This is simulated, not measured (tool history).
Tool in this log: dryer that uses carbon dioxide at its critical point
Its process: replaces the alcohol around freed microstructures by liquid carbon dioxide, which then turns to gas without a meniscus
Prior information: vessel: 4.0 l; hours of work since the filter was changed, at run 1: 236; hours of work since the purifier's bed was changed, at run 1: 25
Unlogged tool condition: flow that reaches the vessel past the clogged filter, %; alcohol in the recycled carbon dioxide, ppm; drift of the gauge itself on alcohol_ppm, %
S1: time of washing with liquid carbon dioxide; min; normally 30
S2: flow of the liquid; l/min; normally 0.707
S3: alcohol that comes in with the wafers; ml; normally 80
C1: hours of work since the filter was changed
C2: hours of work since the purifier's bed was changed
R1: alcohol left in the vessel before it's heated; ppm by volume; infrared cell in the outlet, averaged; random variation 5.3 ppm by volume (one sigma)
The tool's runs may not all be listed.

{"run": 1, "hour": 0.0, "S1": 30, "S2": 0.707, "S3": 80, "C1": 236, "C2": 25, "R1": 168}
{"run": 2, "hour": 6.0, "S1": 30, "S2": 0.707, "S3": 80, "C1": 239, "C2": 28, "R1": 162}
{"run": 3, "hour": 17.5, "S1": 30, "S2": 0.707, "S3": 80, "C1": 244, "C2": 32, "R1": 179}
{"run": 4, "hour": 25.5, "S1": 30, "S2": 0.707, "S3": 80, "C1": 247, "C2": 36, "R1": 174}
{"run": 5, "hour": 39.2, "S1": 30, "S2": 0.707, "S3": 80, "C1": 253, "C2": 42, "R1": 177}
{"run": 6, "hour": 46.2, "S1": 30, "S2": 0.707, "S3": 80, "C1": 256, "C2": 45, "R1": 171}
{"run": 7, "hour": 60.8, "S1": 30, "S2": 0.707, "S3": 48, "C1": 262, "C2": 51, "R1": 97}
{"run": 8, "hour": 73.0, "S1": 30, "S2": 0.572, "S3": 48, "C1": 267, "C2": 56, "R1": 267}
{"run": 9, "hour": 81.3, "S1": 30, "S2": 0.572, "S3": 48, "C1": 271, "C2": 59, "R1": 265}
{"run": 10, "hour": 92.1, "S1": 30, "S2": 0.572, "S3": 48, "C1": 275, "C2": 64, "R1": 261}
{"run": 11, "hour": 99.4, "S1": 30, "S2": 0.572, "S3": 48, "C1": 278, "C2": 67, "R1": 269}
{"run": 12, "hour": 108.3, "S1": 31, "S2": 0.572, "S3": 48, "C1": 282, "C2": 71, "R1": 230}
{"run": 13, "hour": 116.6, "S1": 31, "S2": 0.572, "S3": 48, "C1": 286, "C2": 74, "R1": 236}
{"run": 14, "hour": 123.5, "S1": 21, "S2": 0.707, "S3": 80, "C1": 288, "C2": 77, "R1": 712}
{"run": 15, "hour": 129.8, "S1": 21, "S2": 0.707, "S3": 80, "C1": 291, "C2": 80, "R1": 736}
{"run": 16, "hour": 139.4, "S1": 18, "S2": 0.707, "S3": 80, "C1": 295, "C2": 84, "R1": 1146}
{"run": 17, "hour": 152.0, "S1": 18, "S2": 0.707, "S3": 80, "C1": 300, "C2": 89, "R1": 1205}
{"run": 18, "hour": 165.6, "S1": 18, "S2": 0.707, "S3": 80, "C1": 306, "C2": 95, "R1": 1158}
{"run": 19, "hour": 174.9, "S1": 18, "S2": 0.707, "S3": 80, "C1": 310, "C2": 99, "R1": 1201}
{"run": 20, "hour": 188.1, "S1": 30, "S2": 0.707, "S3": 80, "C1": 316, "C2": 105, "R1": 198}
{"run": 21, "hour": 195.7, "S1": 30, "S2": 0.501, "S3": 119, "C1": 319, "C2": 108, "R1": 1041}
{"run": 22, "hour": 204.3, "S1": 27, "S2": 0.574, "S3": 119, "C1": 323, "C2": 111, "R1": 966}
{"run": 23, "hour": 218.0, "S1": 42, "S2": 0.646, "S3": 35, "C1": 328, "C2": 117, "R1": 35}
{"run": 24, "hour": 231.2, "S1": 42, "S2": 0.646, "S3": 35, "C1": 334, "C2": 123, "R1": 31}
{"run": 25, "hour": 245.4, "S1": 19, "S2": 0.707, "S3": 33, "C1": 340, "C2": 129, "R1": 444}
{"run": 26, "hour": 255.3, "S1": 30, "S2": 0.52, "S3": 75, "C1": 344, "C2": 133, "R1": 632}
{"run": 27, "hour": 265.3, "S1": 30, "S2": 0.52, "S3": 75, "C1": 348, "C2": 137, "R1": 641}
{"run": 28, "hour": 274.3, "S1": 24, "S2": 0.527, "S3": 111, "C1": 352, "C2": 141, "R1": 1745}
{"run": 29, "hour": 283.8, "S1": 30, "S2": 0.707, "S3": 72, "C1": 356, "C2": 145, "R1": 179}
{"run": 30, "hour": 293.5, "S1": 30, "S2": 0.795, "S3": 117, "C1": 360, "C2": 149, "R1": 174}
{"run": 31, "hour": 303.7, "S1": 30, "S2": 0.476, "S3": 46, "C1": 365, "C2": 153, "R1": 509}
{"run": 32, "hour": 313.0, "S1": 30, "S2": 0.66, "S3": 68, "C1": 369, "C2": 157, "R1": 237}
{"run": 33, "hour": 320.9, "S1": 22, "S2": 0.887, "S3": 42, "C1": 372, "C2": 161, "R1": 167}
{"run": 34, "hour": 327.8, "S1": 22, "S2": 0.887, "S3": 49, "C1": 375, "C2": 164, "R1": 195}
{"run": 35, "hour": 334.2, "S1": 26, "S2": 0.579, "S3": 72, "C1": 378, "C2": 166, "R1": 694}
{"run": 36, "hour": 343.8, "S1": 30, "S2": 0.469, "S3": 80, "C1": 382, "C2": 170, "R1": 946}
{"run": 37, "hour": 350.5, "S1": 30, "S2": 0.469, "S3": 80, "C1": 384, "C2": 173, "R1": 946}
{"run": 38, "hour": 360.2, "S1": 30, "S2": 0.707, "S3": 34, "C1": 389, "C2": 177, "R1": 106}
{"run": 39, "hour": 368.6, "S1": 30, "S2": 0.707, "S3": 24, "C1": 392, "C2": 181, "R1": 81}

Forecast each of these 5 alternatives for the next run:
{"run": "A", "hour": 375.4, "S1": 28, "S2": 0.726, "S3": 24, "C1": 395, "C2": 184, "R1": "?"}
{"run": "B", "hour": 375.4, "S1": 30, "S2": 0.51, "S3": 98, "C1": 395, "C2": 184, "R1": "?"}
{"run": "C", "hour": 375.4, "S1": 39, "S2": 0.638, "S3": 42, "C1": 395, "C2": 184, "R1": "?"}
{"run": "D", "hour": 375.4, "S1": 30, "S2": 0.707, "S3": 69, "C1": 395, "C2": 184, "R1": "?"}
{"run": "E", "hour": 375.4, "S1": 44, "S2": 0.811, "S3": 24, "C1": 395, "C2": 184, "R1": "?"}

run=A R1=85
run=B R1=914
run=C R1=72
run=D R1=190
run=E R1=22
With the hidden condition removed and each run's random variation left untouched, the same runs would have given:
run=A R1=40
run=B R1=628
run=C R1=33
run=D R1=107
run=E R1=2
